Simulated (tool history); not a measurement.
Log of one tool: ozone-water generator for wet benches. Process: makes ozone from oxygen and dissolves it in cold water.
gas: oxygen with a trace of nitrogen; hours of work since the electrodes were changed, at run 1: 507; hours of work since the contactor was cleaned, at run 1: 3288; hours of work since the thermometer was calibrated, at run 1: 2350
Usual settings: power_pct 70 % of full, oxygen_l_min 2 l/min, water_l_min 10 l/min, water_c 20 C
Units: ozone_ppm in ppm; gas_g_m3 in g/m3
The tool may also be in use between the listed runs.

run    hour  power_pct  oxygen_l_min  water_l_min  water_c  hours of work since the electrodes were changed  hours of work since the contactor was cleaned  hours of work since the thermometer was calibrated  ozone_ppm  gas_g_m3
  1       0         70             2           10       20                                              507                                           3288                                                2350         26     260.7
  2    98.1         70             2           10       20                                              583                                           3363                                                2425       25.6     260.6
  3   176.8         73             2           10       20                                              644                                           3424                                                2486       26.2     268.8
  4     233         73             2           10       20                                              687                                           3467                                                2529       26.2     265.3
  5   310.9         73             2           10       20                                              747                                           3527                                                2589       26.4     267.1
  6   390.2         73             2           10       20                                              808                                           3588                                                2650       26.1     266.4
  7   500.9         70             2           10       20                                              893                                           3673                                                2736       25.6     258.8
  8   607.2         70             2           10       20                                              975                                           3755                                                2817       25.2     258.9
  9   708.5         84             2           10       20                                             1053                                           3833                                                2895       28.5     292.2
 10   780.2         84             2           10       20                                             1108                                           3888                                                2950       28.5     290.7
 11   868.5         84             2           10       27                                             1176                                           3956                                                3018       25.7     290.2
 12   978.7         70             2           10       20                                             1261                                           4041                                                3103       24.8     255.8
     1051.5  -- contactor cleaned
 13  1089.7         70             2           10       20                                             1343                                             29                                                3186       26.1     255.6
 14  1202.6         70             2           10       20                                             1430                                            116                                                3273         26     256.8
 15  1286.3         70             2           10       20                                             1495                                            181                                                3337       25.7     255.3
 16  1359.1         70             2           10       20                                             1551                                            237                                                3393         26     253.7
 17  1456.5         70          1.03           10       20                                             1626                                            312                                                3468       22.6     344.6
     1466.8  -- water thermometer calibrated
 18  1516.3         65          1.75            6       16                                             1671                                            357                                                  38       36.9     261.2
 19  1627.6         88          2.62           12       16                                             1757                                            443                                                 124       28.1     259.7
 20  1730.5         70           1.4           10       14                                             1836                                            522                                                 203       25.5     301.3
 21  1795.5         70          2.82           10       14                                             1886                                            572                                                 253         29     212.6
 22  1852.8         59          2.82            8       14                                             1930                                            616                                                 297       29.8     193.1
 23  1927.2         59          1.83           10       20                                             1988                                            674                                                 354       22.9     235.3
 24  2037.7         79          1.83           10       20                                             2073                                            759                                                 439       27.6     285.2
     2065.3  -- water thermometer calibrated, once more
 25    2138         79          1.83           15       20                                             2149                                            836                                                  56       19.6     286.3
 26  2189.1         79          1.83           14       25                                             2189                                            875                                                  95       19.6     283.7
 27  2269.8         70          3.44           10       23                                             2251                                            937                                                 157       24.5     192.3
 28  2327.8         70          3.44           10       23                                             2295                                            982                                                 202       24.6     193.2
 29  2375.8         70          3.44           10       23                                             2332                                           1019                                                 239       24.8     194.2
 30  2466.2         45          3.44           10       23                                             2402                                           1088                                                 309       18.3     146.8
 31  2563.5         83             2           10       16                                             2477                                           1163                                                 384       29.2       282
 32  2640.3         70             2           12       15                                             2536                                           1222                                                 443       23.2     249.1
 33  2720.5         70             2           12       15                                             2598                                           1284                                                 504       23.1     249.6

4 ways to go on from here, each from the tool as it stands after run 33. What would each give?
  A  2788.9         99          3.17           10       20                                             2650                                           1337                                                 557          ?         ?
  B  2788.9         67          1.48           10       20                                             2650                                           1337                                                 557          ?         ?
  C  2788.9         88             2           11       20                                             2650                                           1337                                                 557          ?         ?
  D  2788.9         49             2           10       27                                             2650                                           1337                                                 557          ?         ?

run  ozone_ppm  gas_g_m3
  A       32.4     248.2
  B       23.1     280.6
  C       26.9     287.3
  D       18.2     197.8
Without the tool's hidden state the same runs would have given:
run  ozone_ppm  gas_g_m3
  A       35.3     267.8
  B       24.8     298.1
  C       29.3     308.5
  D       19.4     207.5
